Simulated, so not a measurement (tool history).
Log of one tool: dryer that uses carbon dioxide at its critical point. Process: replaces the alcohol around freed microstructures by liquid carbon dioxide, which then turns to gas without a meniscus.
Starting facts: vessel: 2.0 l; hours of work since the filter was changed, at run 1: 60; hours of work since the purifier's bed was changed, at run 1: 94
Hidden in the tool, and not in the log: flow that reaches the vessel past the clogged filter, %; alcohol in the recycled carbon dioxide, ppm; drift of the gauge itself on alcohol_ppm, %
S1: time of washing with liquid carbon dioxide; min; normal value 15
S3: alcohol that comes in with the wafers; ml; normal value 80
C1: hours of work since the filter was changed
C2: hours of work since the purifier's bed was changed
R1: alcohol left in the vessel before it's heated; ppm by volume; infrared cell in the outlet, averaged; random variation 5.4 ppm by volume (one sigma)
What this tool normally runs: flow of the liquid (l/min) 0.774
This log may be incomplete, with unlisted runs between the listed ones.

run 1 hour=0 | S1=15 flow_of_the_liquid_(l/min)=0.774 S3=80 | C1=60 C2=94 | R1=160
run 2 hour=22.6 | S1=15 flow_of_the_liquid_(l/min)=0.774 S3=80 | C1=74 C2=108 | R1=153
run 3 hour=45.2 | S1=15 flow_of_the_liquid_(l/min)=0.774 S3=80 | C1=87 C2=121 | R1=163
run 4 hour=69.1 | S1=15 flow_of_the_liquid_(l/min)=0.774 S3=80 | C1=101 C2=135 | R1=183
run 5 hour=97.4 | S1=15 flow_of_the_liquid_(l/min)=0.774 S3=48 | C1=118 C2=152 | R1=122
run 6 hour=122.1 | S1=15 flow_of_the_liquid_(l/min)=0.774 S3=48 | C1=133 C2=167 | R1=135
run 7 hour=148 | S1=15 flow_of_the_liquid_(l/min)=0.774 S3=48 | C1=148 C2=182 | R1=141
run 8 hour=162.8 | S1=15 flow_of_the_liquid_(l/min)=0.774 S3=48 | C1=157 C2=191 | R1=131
run 9 hour=193.1 | S1=15 flow_of_the_liquid_(l/min)=0.774 S3=48 | C1=175 C2=209 | R1=152
run 10 hour=209.8 | S1=15 flow_of_the_liquid_(l/min)=0.774 S3=80 | C1=185 C2=218 | R1=211
run 11 hour=239.7 | S1=15 flow_of_the_liquid_(l/min)=0.774 S3=80 | C1=202 C2=236 | R1=219
run 12 hour=270.6 | S1=15 flow_of_the_liquid_(l/min)=0.774 S3=80 | C1=221 C2=254 | R1=213
run 13 hour=296.2 | S1=15 flow_of_the_liquid_(l/min)=0.774 S3=80 | C1=236 C2=270 | R1=224
run 14 hour=327 | S1=15 flow_of_the_liquid_(l/min)=0.496 S3=80 | C1=254 C2=288 | R1=1265
run 15 hour=345.8 | S1=15 flow_of_the_liquid_(l/min)=0.496 S3=80 | C1=265 C2=299 | R1=1288
run 16 hour=367.8 | S1=15 flow_of_the_liquid_(l/min)=0.774 S3=101 | C1=278 C2=312 | R1=286
run 17 hour=393.1 | S1=20 flow_of_the_liquid_(l/min)=0.774 S3=34 | C1=293 C2=327 | R1=89
run 18 hour=423.1 | S1=20 flow_of_the_liquid_(l/min)=0.774 S3=34 | C1=311 C2=345 | R1=88
run 19 hour=453.1 | S1=10 flow_of_the_liquid_(l/min)=1.168 S3=105 | C1=329 C2=363 | R1=320
run 20 hour=482.8 | S1=13 flow_of_the_liquid_(l/min)=0.694 S3=27 | C1=346 C2=380 | R1=280
run 21 hour=507.9 | S1=15 flow_of_the_liquid_(l/min)=0.774 S3=47 | C1=361 C2=395 | R1=204
run 22 hour=530.2 | S1=15 flow_of_the_liquid_(l/min)=0.965 S3=47 | C1=374 C2=408 | R1=115
run 23 hour=544.5 | S1=15 flow_of_the_liquid_(l/min)=0.965 S3=47 | C1=383 C2=417 | R1=122
run 24 hour=570.6 | S1=11 flow_of_the_liquid_(l/min)=1.113 S3=102 | C1=398 C2=432 | R1=284
run 25 hour=601.3 | S1=17 flow_of_the_liquid_(l/min)=0.558 S3=36 | C1=416 C2=450 | R1=353
run 26 hour=628.5 | S1=18 flow_of_the_liquid_(l/min)=0.837 S3=83 | C1=432 C2=466 | R1=153
run 27 hour=655.5 | S1=17 flow_of_the_liquid_(l/min)=0.53 S3=41 | C1=448 C2=482 | R1=449
-- hour=661.1 inlet filter changed
run 28 hour=688.6 | S1=10 flow_of_the_liquid_(l/min)=0.582 S3=20 | C1=16 C2=501 | R1=686
run 29 hour=707.5 | S1=10 flow_of_the_liquid_(l/min)=0.491 S3=81 | C1=27 C2=513 | R1=3715
run 30 hour=727.7 | S1=17 flow_of_the_liquid_(l/min)=0.568 S3=80 | C1=39 C2=524 | R1=480

Consider 4 possible next runs. They are alternatives, not a sequence: every one starts from the tool as it was left by run 30. What does each give?
run A hour=744.6 | S1=13 flow_of_the_liquid_(l/min)=0.708 S3=80 | C1=49 C2=535 | R1=?
run B hour=744.6 | S1=15 flow_of_the_liquid_(l/min)=0.774 S3=20 | C1=49 C2=535 | R1=?
run C hour=744.6 | S1=9 flow_of_the_liquid_(l/min)=0.618 S3=23 | C1=49 C2=535 | R1=?
run D hour=744.6 | S1=17 flow_of_the_liquid_(l/min)=0.522 S3=40 | C1=49 C2=535 | R1=?

run=A R1=539
run=B R1=155
run=C R1=894
run=D R1=388
Take away the tool's hidden state, keep each run's random variation, and the runs would have read:
run=A R1=399
run=B R1=33
run=C R1=745
run=D R1=255
